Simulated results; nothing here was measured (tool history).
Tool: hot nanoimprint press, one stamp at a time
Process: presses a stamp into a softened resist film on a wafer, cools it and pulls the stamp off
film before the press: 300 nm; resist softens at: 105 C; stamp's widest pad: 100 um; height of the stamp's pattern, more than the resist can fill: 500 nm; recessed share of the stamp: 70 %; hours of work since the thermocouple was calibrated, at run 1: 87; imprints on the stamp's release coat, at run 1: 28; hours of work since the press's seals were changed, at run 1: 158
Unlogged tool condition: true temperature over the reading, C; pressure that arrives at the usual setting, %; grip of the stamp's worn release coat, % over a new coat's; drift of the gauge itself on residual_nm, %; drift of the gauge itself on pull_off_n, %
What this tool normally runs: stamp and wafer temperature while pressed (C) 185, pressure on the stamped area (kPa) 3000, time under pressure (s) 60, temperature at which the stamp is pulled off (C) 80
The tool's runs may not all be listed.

run,hour,stamp and wafer temperature while pressed (C),pressure on the stamped area (kPa),time under pressure (s),temperature at which the stamp is pulled off (C),hours of work since the thermocouple was calibrated,imprints on the stamp's release coat,hours of work since the press's seals were changed,resist left under the stamp's widest pad (angstrom),greatest force while the stamp is pulled off (N)
1,0.0,185,3000,60,80,87,28,158,1678,169
2,24.6,185,3000,73,80,102,100,173,1573,175
3,47.1,185,3000,60,80,116,166,187,1694,177
4,59.5,185,3000,60,80,123,202,195,1658,168
5,70.1,185,3000,60,80,130,233,201,1655,174
6,87.4,185,3000,60,80,140,284,212,1676,167
7,104.1,185,3000,60,80,150,332,222,1655,186
8,122.4,185,3000,60,80,161,386,233,1677,186
9,133.0,185,3000,60,80,168,417,239,1656,182
10,148.3,197,3000,60,80,177,462,249,1170,188
11,166.4,197,3000,60,80,188,515,260,1153,192
# hour 186.8: stamp cleaned and given a new release coat
12,193.9,185,3000,60,82,201,21,273,1674,163
13,217.7,185,3000,60,82,216,91,287,1644,165
14,237.4,185,3000,60,80,228,148,299,1658,173
15,256.8,185,3000,60,88,240,205,311,1672,148
16,269.1,185,3000,60,88,247,241,319,1667,153
# hour 273.3: plate thermocouple calibrated
17,282.1,189,2900,60,77,5,270,325,1496,180
18,301.0,173,2540,60,67,17,326,336,2316,214
19,315.5,185,3000,53,84,26,368,345,1717,166
20,334.1,185,3000,53,84,37,423,356,1733,165
# hour 357.3: plate thermocouple calibrated, once more
21,360.4,196,3000,60,80,2,491,371,1234,188
22,379.3,188,2590,46,80,13,546,382,1794,195
# hour 389.1: stamp cleaned and given a new release coat
23,409.5,188,2590,46,80,28,60,397,1778,172
24,430.8,192,3000,36,80,41,122,410,1647,171
25,447.3,185,2160,60,80,51,170,420,1876,176
26,460.4,179,3200,112,70,59,209,428,1602,211
27,484.4,178,4750,50,86,74,279,442,1894,162
28,504.7,189,3000,54,83,86,338,455,1559,178
29,518.8,177,3000,107,83,95,379,463,1761,177
30,539.3,194,3000,107,83,107,439,476,1002,179

For each entry between runs, how does the tool's hidden state at the last listed run before it compare with that at the first listed run after it?
Between runs 11 and 12: stamp cleaned and given a new release coat (hour 186.8)
  true temperature over the reading, C: 0.85 -> 0.89; pressure that arrives at the usual setting, %: 98.79 -> 98.75; grip of the stamp's worn release coat, % over a new coat's: 13.7 -> 0.6
  measured result minus the result with no hidden state, resist left under the stamp's widest pad (angstrom): -24 -> -34; greatest force while the stamp is pulled off (N): +20 -> -2
Between runs 16 and 17: plate thermocouple calibrated (hour 273.3)
  true temperature over the reading, C: 1.05 -> 1.29; pressure that arrives at the usual setting, %: 98.58 -> 98.56; grip of the stamp's worn release coat, % over a new coat's: 6.4 -> 7.2
  measured result minus the result with no hidden state, resist left under the stamp's widest pad (angstrom): -41 -> -48; greatest force while the stamp is pulled off (N): +5 -> +8
Between runs 20 and 21: plate thermocouple calibrated, once more (hour 357.3)
  true temperature over the reading, C: 1.4 -> 0.22; pressure that arrives at the usual setting, %: 98.44 -> 98.39; grip of the stamp's worn release coat, % over a new coat's: 11.3 -> 13.1
  measured result minus the result with no hidden state, resist left under the stamp's widest pad (angstrom): -57 -> +1; greatest force while the stamp is pulled off (N): +12 -> +21
Between runs 22 and 23: stamp cleaned and given a new release coat (hour 389.1)
  true temperature over the reading, C: 0.26 -> 0.31; pressure that arrives at the usual setting, %: 98.35 -> 98.3; grip of the stamp's worn release coat, % over a new coat's: 14.6 -> 1.6
  measured result minus the result with no hidden state, resist left under the stamp's widest pad (angstrom): -3 -> -5; greatest force while the stamp is pulled off (N): +24 -> +2

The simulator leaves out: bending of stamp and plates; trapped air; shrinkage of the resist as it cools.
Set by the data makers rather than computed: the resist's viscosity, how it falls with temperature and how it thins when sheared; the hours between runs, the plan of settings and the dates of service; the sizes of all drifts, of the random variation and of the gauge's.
